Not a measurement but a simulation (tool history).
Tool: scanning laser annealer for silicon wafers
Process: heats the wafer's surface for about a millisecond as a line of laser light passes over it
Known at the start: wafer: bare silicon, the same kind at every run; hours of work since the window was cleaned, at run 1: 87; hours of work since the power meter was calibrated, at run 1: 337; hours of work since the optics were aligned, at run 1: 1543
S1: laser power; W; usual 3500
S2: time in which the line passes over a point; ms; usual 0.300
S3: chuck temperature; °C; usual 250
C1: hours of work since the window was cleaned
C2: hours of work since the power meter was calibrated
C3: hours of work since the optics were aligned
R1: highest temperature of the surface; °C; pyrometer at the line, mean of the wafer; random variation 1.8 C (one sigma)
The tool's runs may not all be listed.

| run | day | S1 | S2 | S3 | C1 | C2 | C3 | R1 |
|---|---|---|---|---|---|---|---|---|
| 1 | 0.000 | 3500 | 0.300 | 250 | 87 | 337 | 1543 | 953 |
| 2 | 1.721 | 3500 | 0.300 | 250 | 104 | 353 | 1560 | 957 |
| 3 | 2.904 | 3500 | 0.300 | 250 | 116 | 365 | 1571 | 953 |
| 4 | 4.504 | 3500 | 0.300 | 250 | 131 | 380 | 1587 | 946 |
| 5 | 5.692 | 3500 | 0.300 | 224 | 143 | 392 | 1598 | 927 |
| 6 | 7.067 | 3500 | 0.300 | 224 | 156 | 405 | 1612 | 924 |
| 7 | 8.171 | 3694 | 0.300 | 224 | 167 | 416 | 1623 | 964 |
| 8 | 9.900 | 3500 | 0.300 | 250 | 184 | 433 | 1639 | 948 |
| 9 | 11.446 | 3281 | 0.300 | 250 | 199 | 448 | 1654 | 896 |
| 10 | 13.075 | 3500 | 0.300 | 261 | 215 | 464 | 1670 | 952 |
| 11 | 14.438 | 3500 | 0.300 | 261 | 228 | 477 | 1684 | 954 |
| 12 | 15.700 | 3500 | 0.300 | 261 | 240 | 489 | 1696 | 948 |
| 13 | 17.162 | 3465 | 0.300 | 254 | 254 | 504 | 1710 | 934 |
| 14 | 18.904 | 3710 | 0.233 | 261 | 271 | 521 | 1727 | 898 |
| 15 | 20.417 | 3635 | 0.284 | 250 | 286 | 535 | 1742 | 943 |
| 16 | 22.342 | 3635 | 0.256 | 250 | 305 | 554 | 1761 | 899 |
| 17 | 24.338 | 3500 | 0.354 | 250 | 324 | 573 | 1780 | 992 |
|  | 25.300 | window over the wafer cleaned |
| 18 | 26.242 | 3500 | 0.227 | 250 | 9 | 591 | 1798 | 861 |
| 19 | 28.304 | 3500 | 0.227 | 266 | 29 | 611 | 1818 | 875 |
| 20 | 29.546 | 3500 | 0.300 | 253 | 41 | 623 | 1830 | 959 |
| 21 | 31.042 | 3364 | 0.269 | 280 | 56 | 638 | 1844 | 920 |
| 22 | 32.267 | 3473 | 0.216 | 269 | 68 | 650 | 1856 | 856 |
|  | 33.179 | optics aligned, line set to its width |
| 23 | 33.425 | 3363 | 0.258 | 252 | 77 | 659 | 2 | 883 |

Forecast run 24:
| 24 | 35.517 | 3387 | 0.230 | 247 | 97 | 679 | 23 | ? |

R1: 843 °C
Without the tool's hidden state the same run would have given R1 855 °C.
